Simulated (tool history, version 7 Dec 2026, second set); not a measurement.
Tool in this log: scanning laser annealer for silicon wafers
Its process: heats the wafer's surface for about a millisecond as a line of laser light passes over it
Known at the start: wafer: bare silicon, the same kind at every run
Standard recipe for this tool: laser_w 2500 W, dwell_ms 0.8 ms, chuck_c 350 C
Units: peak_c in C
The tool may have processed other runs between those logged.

run     day  laser_w  dwell_ms  chuck_c  peak_c
  1       0     2500       0.8      350    1121
      0.458  -- optics aligned, line set to its width
  2   0.779     2500     0.636      350    1072
  3   1.217     2500       0.8      350    1147
  4   1.558     2500     0.678      350    1086
  5   1.838     2500     0.678      350    1092
  6   2.288     2500     0.678      350    1086
  7   2.696     2500     0.678      350    1086
  8   3.021     2500       0.8      317    1109
  9   3.517     2500     0.794      317    1103
 10   3.883     2500     0.794      317    1104
 11   4.358     2500     0.794      317    1104
 12     4.7     2500     0.794      317    1102
 13   5.196     2500     0.794      317    1099
 14   5.729     2500     0.794      317    1098
 15   6.125     2564     0.794      317    1122
 16   6.358     2500     0.611      350    1041
 17   6.792     2500     0.611      350    1037
 18   7.029     2500     0.646      350    1056
 19   7.442     2500       0.8      350    1122
 20   7.683     2500       0.8      318    1096
      7.846  -- laser's power meter calibrated
 21   8.117     2500       0.8      350    1127
 22   8.471     2536       0.8      350    1133
      9.121  -- laser's power meter calibrated, once more
 23   9.121     2536       0.8      350    1139
 24   9.588     2536       0.8      350    1136
 25  10.117     2536       0.8      350    1136
 26    10.5     2507     0.724      350    1092
 27  10.858     2588     0.727      364    1133
 28  11.096     2588     0.727      364    1135
 29  11.658     2285     0.573      350     945
 30  12.033     2147       0.8      350     988
 31  12.446     2500     0.876      311    1108
 32  12.717     2500     0.876      311    1107
 33  13.079     2252     0.787      355    1028
 34  13.383     2137     0.981      326    1021
 35   13.85     2595       0.8      330    1127
 36  14.321     2146       0.8      350     985
 37  14.675     2237      0.56      380     951
 38  15.154     2448     0.734      350    1062
 39  15.642     2359     0.798      329    1035
 40  16.104     2459       0.8      343    1083
 41  16.442     2523     0.963      326    1149

Branching from run 41: 3 alternative next runs. What would each branch give?
  A  16.717     2523     0.963      311       ?
  B  16.717     2256       0.8      350       ?
  C  16.717     2710     0.694      386       ?

run  peak_c
  A    1135
  B    1017
  C    1165
Stripped of hidden state, with their random variation kept, the same runs would have yielded:
run  peak_c
  A    1200
  B    1070
  C    1226

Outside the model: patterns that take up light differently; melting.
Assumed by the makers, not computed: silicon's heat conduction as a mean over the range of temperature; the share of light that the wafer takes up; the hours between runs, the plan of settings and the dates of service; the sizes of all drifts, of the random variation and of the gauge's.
